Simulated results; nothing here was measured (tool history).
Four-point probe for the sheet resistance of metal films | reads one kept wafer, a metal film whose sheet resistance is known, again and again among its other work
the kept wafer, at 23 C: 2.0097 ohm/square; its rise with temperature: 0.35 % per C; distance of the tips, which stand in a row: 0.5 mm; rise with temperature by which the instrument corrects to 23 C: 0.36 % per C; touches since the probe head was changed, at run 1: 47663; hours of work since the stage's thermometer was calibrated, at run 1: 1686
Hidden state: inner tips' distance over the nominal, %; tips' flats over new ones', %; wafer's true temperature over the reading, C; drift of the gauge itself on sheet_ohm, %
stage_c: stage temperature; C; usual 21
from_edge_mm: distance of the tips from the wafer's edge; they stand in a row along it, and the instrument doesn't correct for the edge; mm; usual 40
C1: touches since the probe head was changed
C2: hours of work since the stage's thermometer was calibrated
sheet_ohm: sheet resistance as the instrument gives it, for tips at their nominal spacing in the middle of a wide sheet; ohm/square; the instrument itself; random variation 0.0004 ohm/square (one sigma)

{"run": 1, "hour": 0.0, "stage_c": 21, "from_edge_mm": 40, "C1": 47663, "C2": 1686, "sheet_ohm": 1.994984}
{"run": 2, "hour": 9.6, "stage_c": 21, "from_edge_mm": 40, "C1": 48179, "C2": 1693, "sheet_ohm": 1.994213}
{"run": 3, "hour": 30.0, "stage_c": 21, "from_edge_mm": 40, "C1": 49276, "C2": 1708, "sheet_ohm": 1.994243}
{"run": 4, "hour": 39.5, "stage_c": 21, "from_edge_mm": 40, "C1": 49788, "C2": 1714, "sheet_ohm": 1.99416}
{"run": 5, "hour": 53.2, "stage_c": 21, "from_edge_mm": 40, "C1": 50526, "C2": 1724, "sheet_ohm": 1.994541}
{"run": 6, "hour": 75.5, "stage_c": 21, "from_edge_mm": 40, "C1": 51723, "C2": 1740, "sheet_ohm": 1.993564}
{"run": 7, "hour": 87.9, "stage_c": 21, "from_edge_mm": 40, "C1": 52393, "C2": 1749, "sheet_ohm": 1.993085}
{"run": 8, "hour": 99.1, "stage_c": 21, "from_edge_mm": 40, "C1": 52995, "C2": 1758, "sheet_ohm": 1.993681}
{"hour": 104.3, "done": "stage's thermometer calibrated"}
{"run": 9, "hour": 112.8, "stage_c": 21, "from_edge_mm": 40, "C1": 53708, "C2": 6, "sheet_ohm": 1.996538}
{"run": 10, "hour": 131.3, "stage_c": 21, "from_edge_mm": 40, "C1": 54700, "C2": 19, "sheet_ohm": 1.997121}
{"run": 11, "hour": 146.9, "stage_c": 21, "from_edge_mm": 40, "C1": 55540, "C2": 31, "sheet_ohm": 1.996445}
{"run": 12, "hour": 167.5, "stage_c": 21, "from_edge_mm": 12, "C1": 56652, "C2": 46, "sheet_ohm": 1.998813}
{"run": 13, "hour": 182.3, "stage_c": 21, "from_edge_mm": 14, "C1": 57448, "C2": 56, "sheet_ohm": 1.998506}
{"run": 14, "hour": 192.7, "stage_c": 32, "from_edge_mm": 40, "C1": 58007, "C2": 64, "sheet_ohm": 1.99352}
{"run": 15, "hour": 203.5, "stage_c": 32, "from_edge_mm": 40, "C1": 58588, "C2": 72, "sheet_ohm": 1.994917}
{"run": 16, "hour": 226.0, "stage_c": 21, "from_edge_mm": 17, "C1": 59797, "C2": 88, "sheet_ohm": 1.997584}
{"run": 17, "hour": 239.9, "stage_c": 21, "from_edge_mm": 40, "C1": 60544, "C2": 98, "sheet_ohm": 1.996631}
{"run": 18, "hour": 252.9, "stage_c": 21, "from_edge_mm": 40, "C1": 61244, "C2": 108, "sheet_ohm": 1.995761}
{"run": 19, "hour": 271.4, "stage_c": 21, "from_edge_mm": 12, "C1": 62239, "C2": 121, "sheet_ohm": 1.997693}
{"run": 20, "hour": 292.9, "stage_c": 21, "from_edge_mm": 12, "C1": 63398, "C2": 137, "sheet_ohm": 1.99828}
{"run": 21, "hour": 306.1, "stage_c": 21, "from_edge_mm": 12, "C1": 64109, "C2": 146, "sheet_ohm": 1.998114}
{"run": 22, "hour": 322.8, "stage_c": 24, "from_edge_mm": 40, "C1": 65004, "C2": 158, "sheet_ohm": 1.995234}
{"run": 23, "hour": 342.4, "stage_c": 21, "from_edge_mm": 32, "C1": 66058, "C2": 172, "sheet_ohm": 1.99532}
{"run": 24, "hour": 354.0, "stage_c": 21, "from_edge_mm": 32, "C1": 66683, "C2": 181, "sheet_ohm": 1.995744}
{"run": 25, "hour": 374.1, "stage_c": 28, "from_edge_mm": 41, "C1": 67767, "C2": 195, "sheet_ohm": 1.994845}
{"run": 26, "hour": 389.8, "stage_c": 20, "from_edge_mm": 5, "C1": 68613, "C2": 207, "sheet_ohm": 2.006379}
{"run": 27, "hour": 401.2, "stage_c": 27, "from_edge_mm": 40, "C1": 69227, "C2": 215, "sheet_ohm": 1.994253}
{"run": 28, "hour": 420.6, "stage_c": 21, "from_edge_mm": 8, "C1": 70266, "C2": 229, "sheet_ohm": 1.998863}
{"run": 29, "hour": 432.7, "stage_c": 19, "from_edge_mm": 3, "C1": 70922, "C2": 238, "sheet_ohm": 2.025468}
{"run": 30, "hour": 450.9, "stage_c": 21, "from_edge_mm": 4, "C1": 71898, "C2": 251, "sheet_ohm": 2.012441}
{"run": 31, "hour": 461.3, "stage_c": 21, "from_edge_mm": 4, "C1": 72456, "C2": 258, "sheet_ohm": 2.01218}
{"run": 32, "hour": 478.0, "stage_c": 21, "from_edge_mm": 4, "C1": 73357, "C2": 271, "sheet_ohm": 2.011444}
{"run": 33, "hour": 498.2, "stage_c": 33, "from_edge_mm": 37, "C1": 74442, "C2": 285, "sheet_ohm": 1.992236}
{"run": 34, "hour": 517.6, "stage_c": 24, "from_edge_mm": 6, "C1": 75488, "C2": 299, "sheet_ohm": 2.001586}
{"run": 35, "hour": 529.4, "stage_c": 33, "from_edge_mm": 3, "C1": 76124, "C2": 308, "sheet_ohm": 2.022498}
{"run": 36, "hour": 551.3, "stage_c": 33, "from_edge_mm": 3, "C1": 77299, "C2": 324, "sheet_ohm": 2.021507}
{"run": 37, "hour": 566.1, "stage_c": 27, "from_edge_mm": 12, "C1": 78096, "C2": 334, "sheet_ohm": 1.994826}
{"run": 38, "hour": 583.1, "stage_c": 27, "from_edge_mm": 12, "C1": 79011, "C2": 347, "sheet_ohm": 1.994417}
{"run": 39, "hour": 599.4, "stage_c": 35, "from_edge_mm": 46, "C1": 79889, "C2": 358, "sheet_ohm": 1.991163}
{"run": 40, "hour": 608.9, "stage_c": 35, "from_edge_mm": 46, "C1": 80400, "C2": 365, "sheet_ohm": 1.991252}
{"run": 41, "hour": 621.8, "stage_c": 22, "from_edge_mm": 4, "C1": 81095, "C2": 375, "sheet_ohm": 2.00937}
{"run": 42, "hour": 644.1, "stage_c": 19, "from_edge_mm": 3, "C1": 82297, "C2": 391, "sheet_ohm": 2.023315}
{"run": 43, "hour": 662.9, "stage_c": 25, "from_edge_mm": 8, "C1": 83304, "C2": 404, "sheet_ohm": 1.996781}

What would each run have given without the hidden state, its run-to-run variation left as it was?
run=1 sheet_ohm=2.010862
run=2 sheet_ohm=2.01015
run=3 sheet_ohm=2.01032
run=4 sheet_ohm=2.010304
run=5 sheet_ohm=2.010781
run=6 sheet_ohm=2.009951
run=7 sheet_ohm=2.009553
run=8 sheet_ohm=2.010232
run=9 sheet_ohm=2.009483
run=10 sheet_ohm=2.010195
run=11 sheet_ohm=2.009627
run=12 sheet_ohm=2.012143
run=13 sheet_ohm=2.011939
run=14 sheet_ohm=2.006985
run=15 sheet_ohm=2.008464
run=16 sheet_ohm=2.011306
run=17 sheet_ohm=2.010439
run=18 sheet_ohm=2.009648
run=19 sheet_ohm=2.011713
run=20 sheet_ohm=2.012449
run=21 sheet_ohm=2.012368
run=22 sheet_ohm=2.009572
run=23 sheet_ohm=2.009795
run=24 sheet_ohm=2.010292
run=25 sheet_ohm=2.009508
run=26 sheet_ohm=2.021236
run=27 sheet_ohm=2.009088
run=28 sheet_ohm=2.013866
run=29 sheet_ohm=2.040747
run=30 sheet_ohm=2.027753
run=31 sheet_ohm=2.027564
run=32 sheet_ohm=2.026933
run=33 sheet_ohm=2.007688
run=34 sheet_ohm=2.017257
run=35 sheet_ohm=2.038386
run=36 sheet_ohm=2.037543
run=37 sheet_ohm=2.010779
run=38 sheet_ohm=2.010482
run=39 sheet_ohm=2.007292
run=40 sheet_ohm=2.007443
run=41 sheet_ohm=2.025825
run=42 sheet_ohm=2.040027
run=43 sheet_ohm=2.013397

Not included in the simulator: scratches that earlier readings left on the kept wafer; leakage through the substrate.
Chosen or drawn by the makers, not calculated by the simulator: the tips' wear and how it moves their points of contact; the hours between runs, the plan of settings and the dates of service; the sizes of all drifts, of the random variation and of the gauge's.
